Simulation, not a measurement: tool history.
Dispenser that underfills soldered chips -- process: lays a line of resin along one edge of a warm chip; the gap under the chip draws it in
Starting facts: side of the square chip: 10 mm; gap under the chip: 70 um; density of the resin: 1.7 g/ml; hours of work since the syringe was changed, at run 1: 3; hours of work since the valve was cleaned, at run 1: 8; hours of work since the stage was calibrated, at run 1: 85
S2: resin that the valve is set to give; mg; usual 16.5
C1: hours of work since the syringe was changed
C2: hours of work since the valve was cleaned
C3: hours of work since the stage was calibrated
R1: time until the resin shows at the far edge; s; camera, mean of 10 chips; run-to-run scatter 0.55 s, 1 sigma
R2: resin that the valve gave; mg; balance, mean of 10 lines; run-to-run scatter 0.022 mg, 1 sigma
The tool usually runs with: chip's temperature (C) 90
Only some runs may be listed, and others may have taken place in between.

{"run": 1, "hour": 0.0, "chip's temperature (C)": 90, "S2": 16.5, "C1": 3, "C2": 8, "C3": 85, "R1": 53.9, "R2": 16.44}
{"hour": 10.9, "done": "new syringe of resin"}
{"run": 2, "hour": 16.7, "chip's temperature (C)": 90, "S2": 17.2, "C1": 4, "C2": 21, "C3": 97, "R1": 57.5, "R2": 17}
{"hour": 25.3, "done": "new syringe of resin"}
{"run": 3, "hour": 25.3, "chip's temperature (C)": 90, "S2": 16.5, "C1": 0, "C2": 27, "C3": 104, "R1": 46.7, "R2": 16.32}
{"hour": 40.0, "done": "new syringe of resin"}
{"run": 4, "hour": 40.0, "chip's temperature (C)": 90, "S2": 16.5, "C1": 0, "C2": 39, "C3": 115, "R1": 46.2, "R2": 16.31}
{"hour": 49.5, "done": "dispensing valve cleaned and set on the balance"}
{"run": 5, "hour": 50.5, "chip's temperature (C)": 90, "S2": 16.5, "C1": 7, "C2": 1, "C3": 122, "R1": 68.8, "R2": 16.48}
{"hour": 55.9, "done": "new syringe of resin"}
{"run": 6, "hour": 58.3, "chip's temperature (C)": 99, "S2": 16.5, "C1": 2, "C2": 7, "C3": 128, "R1": 34.2, "R2": 16.42}
{"run": 7, "hour": 68.9, "chip's temperature (C)": 99, "S2": 16.5, "C1": 10, "C2": 15, "C3": 136, "R1": 52.7, "R2": 16.39}
{"hour": 71.2, "done": "new syringe of resin"}
{"run": 8, "hour": 82.1, "chip's temperature (C)": 99, "S2": 16.5, "C1": 8, "C2": 25, "C3": 146, "R1": 49.2, "R2": 16.35}
{"hour": 85.9, "done": "new syringe of resin"}
{"run": 9, "hour": 97.3, "chip's temperature (C)": 103, "S2": 16.1, "C1": 9, "C2": 36, "C3": 157, "R1": 41.7, "R2": 15.88}
{"hour": 101.0, "done": "new syringe of resin"}
{"hour": 110.4, "done": "dispensing valve cleaned and set on the balance"}
{"run": 10, "hour": 114.2, "chip's temperature (C)": 103, "S2": 16.1, "C1": 9, "C2": 3, "C3": 169, "R1": 42.9, "R2": 16.12}
{"hour": 116.7, "done": "new syringe of resin"}
{"run": 11, "hour": 130.2, "chip's temperature (C)": 103, "S2": 16.1, "C1": 10, "C2": 15, "C3": 181, "R1": 44.4, "R2": 16.07}
{"hour": 131.3, "done": "new syringe of resin"}
{"run": 12, "hour": 140.9, "chip's temperature (C)": 86, "S2": 16.7, "C1": 7, "C2": 23, "C3": 189, "R1": 86.3, "R2": 16.62}
{"hour": 145.9, "done": "new syringe of resin"}
{"run": 13, "hour": 157.4, "chip's temperature (C)": 91, "S2": 15.4, "C1": 9, "C2": 35, "C3": 202, "R1": 75.1, "R2": 15.26}
{"hour": 160.8, "done": "new syringe of resin"}
{"run": 14, "hour": 168.2, "chip's temperature (C)": 87, "S2": 21.1, "C1": 6, "C2": 44, "C3": 210, "R1": 72.3, "R2": 20.85}
{"hour": 171.1, "done": "dispensing valve cleaned and set on the balance"}
{"hour": 176.3, "done": "new syringe of resin"}
{"run": 15, "hour": 177.1, "chip's temperature (C)": 87, "S2": 17.6, "C1": 1, "C2": 4, "C3": 216, "R1": 55.6, "R2": 17.6}

What if the next run were any one of these 5? Each begins from the tool's condition after run 15:
{"run": "A", "hour": 189.8, "chip's temperature (C)": 97, "S2": 20.1, "C1": 10, "C2": 14, "C3": 226, "R1": "?", "R2": "?"}
{"run": "B", "hour": 189.8, "chip's temperature (C)": 90, "S2": 14.6, "C1": 10, "C2": 14, "C3": 226, "R1": "?", "R2": "?"}
{"run": "C", "hour": 189.8, "chip's temperature (C)": 87, "S2": 16.5, "C1": 10, "C2": 14, "C3": 226, "R1": "?", "R2": "?"}
{"run": "D", "hour": 189.8, "chip's temperature (C)": 87, "S2": 14.9, "C1": 10, "C2": 14, "C3": 226, "R1": "?", "R2": "?"}
{"run": "E", "hour": 189.8, "chip's temperature (C)": 78, "S2": 16.5, "C1": 10, "C2": 14, "C3": 226, "R1": "?", "R2": "?"}

run=A R1=58 R2=20.04
run=B R1=85 R2=14.57
run=C R1=95.4 R2=16.44
run=D R1=99.4 R2=14.88
run=E R1=151.5 R2=16.46
What these runs would have given with no unlogged condition in the tool:
run=A R1=31.8 R2=20.1
run=B R1=46.7 R2=14.62
run=C R1=52.5 R2=16.5
run=D R1=54.4 R2=14.93
run=E R1=83.1 R2=16.51

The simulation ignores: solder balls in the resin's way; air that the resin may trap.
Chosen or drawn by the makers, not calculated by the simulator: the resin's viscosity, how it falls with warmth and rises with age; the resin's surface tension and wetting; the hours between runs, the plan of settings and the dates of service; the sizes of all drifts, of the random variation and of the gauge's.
